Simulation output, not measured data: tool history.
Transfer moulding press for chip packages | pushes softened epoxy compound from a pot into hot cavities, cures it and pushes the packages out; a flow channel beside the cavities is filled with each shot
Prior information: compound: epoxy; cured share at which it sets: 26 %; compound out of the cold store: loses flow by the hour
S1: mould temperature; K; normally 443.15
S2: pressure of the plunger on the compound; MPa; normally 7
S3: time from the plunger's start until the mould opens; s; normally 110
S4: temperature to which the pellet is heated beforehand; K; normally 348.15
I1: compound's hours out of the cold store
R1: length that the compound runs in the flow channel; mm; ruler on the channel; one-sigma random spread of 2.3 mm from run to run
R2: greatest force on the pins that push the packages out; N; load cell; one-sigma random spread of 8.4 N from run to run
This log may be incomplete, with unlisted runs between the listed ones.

Run 1, hour 0: usual settings; I1 12.2. Result: R1 711 mm, R2 406 N.
Run 2, hour 26: usual settings but S4 353.15 K; I1 8.4. Result: R1 725 mm, R2 514 N.
Run 3, hour 48.2: usual settings; I1 10.5. Result: R1 712 mm, R2 571 N.
Run 4, hour 68.2: usual settings; I1 42.9. Result: R1 608 mm, R2 566 N.
At hour 90.2: cavities cleaned with cleaning compound and waxed.
Run 5, hour 93.7: usual settings; I1 35.2. Result: R1 624 mm, R2 428 N.
Run 6, hour 112.9: usual settings; I1 16.3. Result: R1 690 mm, R2 512 N.
Run 7, hour 129.8: usual settings but S1 441.15 K; I1 22.3. Result: R1 670 mm, R2 635 N.
Run 8, hour 157.6: usual settings but S4 357.15 K; I1 35.4. Result: R1 623 mm, R2 581 N.
At hour 180.8: cavities cleaned with cleaning compound and waxed.
At hour 190.3: mould's thermocouples calibrated.
Run 9, hour 193: usual settings but S4 357.15 K; I1 47.4. Result: R1 584 mm, R2 417 N.
Run 10, hour 207.7: usual settings but S4 357.15 K; I1 38. Result: R1 613 mm, R2 474 N.
Run 11, hour 226.2: usual settings but S4 357.15 K; I1 33.8. Result: R1 620 mm, R2 540 N.
At hour 242.8: mould's thermocouples calibrated, once more.
Run 12, hour 253.4: usual settings but S4 347.15 K; I1 10.3. Result: R1 701 mm, R2 618 N.
Run 13, hour 270.9: usual settings but S3 102 s; I1 32.6. Result: R1 624 mm, R2 667 N.
At hour 275.3: cavities cleaned with cleaning compound and waxed.
Run 14, hour 288.9: usual settings but S3 102 s; I1 16.9. Result: R1 671 mm, R2 532 N.
Run 15, hour 310.3: usual settings but S1 435.15 K, S3 102 s; I1 46.3. Result: R1 590 mm, R2 915 N.
At hour 334: plunger's sealing rings changed.
Run 16, hour 344.9: usual settings but S1 435.15 K, S3 102 s; I1 30.8. Result: R1 672 mm, R2 1159 N.
At hour 367.1: cavities cleaned with cleaning compound and waxed.
Run 17, hour 373.2: usual settings but S3 95 s; I1 10.9. Result: R1 723 mm, R2 598 N.
Run 18, hour 405.8: usual settings but S3 95 s; I1 10.5. Result: R1 722 mm, R2 737 N.
Run 19, hour 430.9: usual settings but S3 122 s; I1 12.7. Result: R1 713 mm, R2 497 N.
At hour 457.3: cavities cleaned with cleaning compound and waxed.
Run 20, hour 464: usual settings but S1 447.15 K, S2 7.38 MPa, S3 96 s; I1 34.6. Result: R1 651 mm, R2 417 N.
Run 21, hour 494.7: usual settings but S1 447.15 K, S2 7.38 MPa, S3 96 s; I1 10.4. Result: R1 730 mm, R2 544 N.

Expected results for the next run?
Run 22, hour 515.2: usual settings but S1 447.15 K, S3 97 s; I1 28.9. Result: R1 ?, R2 ?.

{"run 22": {"R1": 646, "R2": 548}}
The same run, on a tool lacking any hidden state, would have yielded R1 660 mm, R2 383 N.
